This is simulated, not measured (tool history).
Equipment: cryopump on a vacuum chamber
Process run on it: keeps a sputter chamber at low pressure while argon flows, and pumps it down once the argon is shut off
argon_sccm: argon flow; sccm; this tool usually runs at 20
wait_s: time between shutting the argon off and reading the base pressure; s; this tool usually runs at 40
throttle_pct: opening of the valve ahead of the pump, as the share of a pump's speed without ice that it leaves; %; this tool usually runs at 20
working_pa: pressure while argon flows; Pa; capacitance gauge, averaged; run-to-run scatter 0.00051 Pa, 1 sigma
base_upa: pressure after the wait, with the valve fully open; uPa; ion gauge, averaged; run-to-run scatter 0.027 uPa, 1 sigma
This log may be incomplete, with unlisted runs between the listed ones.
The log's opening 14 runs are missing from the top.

run	day	argon_sccm	wait_s	throttle_pct	working_pa	base_upa
15	23.138	20	40	23	0.0718	2.15
16	25.279	29	40	20	0.119	2.24
17	26.721	20	40	20	0.0821	2.24
# day 27.638: pump warmed up, emptied and cooled again
18	28.8	20	35	16	0.0969	2.15
19	30.592	20	35	16	0.0977	2.16
20	32.433	26	28	37	0.0552	2.45
21	33.562	15	54	20	0.0588	1.75
22	35.2	15	54	20	0.0585	1.74
23	36.8	37	131	17	0.1705	1.33
24	38.388	37	90	43	0.0694	1.49
25	40.133	37	237	58	0.0525	1.29
26	41.588	29	165	58	0.0407	1.4
27	42.733	29	165	58	0.0414	1.4
28	43.808	22	172	19	0.0917	1.35
29	45.975	31	77	44	0.0582	1.72
30	47.767	31	77	44	0.0578	1.75
31	49.758	31	77	44	0.0582	1.75
32	50.667	10	82	18	0.0453	1.76

Estimate the outcome of run 33 from the log above:
33	52.346	20	40	30	?	?

{"run 33": {"working_pa": 0.0548, "base_upa": 2.25}}
If the tool had no hidden condition, the same run with the same run-to-run variation would have returned working_pa 0.0519 Pa, base_upa 1.14 uPa.
